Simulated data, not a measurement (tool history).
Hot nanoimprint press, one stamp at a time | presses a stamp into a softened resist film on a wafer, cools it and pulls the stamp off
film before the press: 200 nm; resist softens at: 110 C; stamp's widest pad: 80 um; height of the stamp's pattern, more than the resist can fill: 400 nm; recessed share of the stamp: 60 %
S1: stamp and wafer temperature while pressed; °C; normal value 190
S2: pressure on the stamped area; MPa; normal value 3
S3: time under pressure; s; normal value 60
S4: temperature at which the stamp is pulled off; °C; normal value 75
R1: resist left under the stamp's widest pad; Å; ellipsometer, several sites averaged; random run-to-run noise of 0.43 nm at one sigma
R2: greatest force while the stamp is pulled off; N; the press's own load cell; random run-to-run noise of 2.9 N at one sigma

run,hour,S1,S2,S3,S4,R1,R2
1,0,190,3,60,75,920,184
2,24.1,190,3,60,75,919,185
3,45.2,190,3,50,75,988,189
4,59.3,190,3,60,75,915,187
5,78.5,190,3,60,75,927,190
6,93.8,190,3,60,75,923,185
7,110.1,190,3,60,75,924,187
8,135.3,190,3,93,75,767,196
9,164,190,3,93,75,771,196
10,178.1,190,3,93,75,782,198
11,199,190,3,93,75,780,197
12,218,190,3,60,61,925,254
13,243.5,190,3,60,61,935,260
14,272.4,190,3,60,61,926,270
15,301.9,190,3,60,75,932,202
16,334.4,193,2.31,63,78,929,188

Estimate the outcome of run 17 from the log above:
# hour 352.4: stamp cleaned and given a new release coat
17,369.5,192,3.41,69,72,?,?

R1: 788 Å
R2: 196 N
With the hidden condition absent and the run-to-run variation left alone, this run would have shown R1 766 Å, R2 192 N.

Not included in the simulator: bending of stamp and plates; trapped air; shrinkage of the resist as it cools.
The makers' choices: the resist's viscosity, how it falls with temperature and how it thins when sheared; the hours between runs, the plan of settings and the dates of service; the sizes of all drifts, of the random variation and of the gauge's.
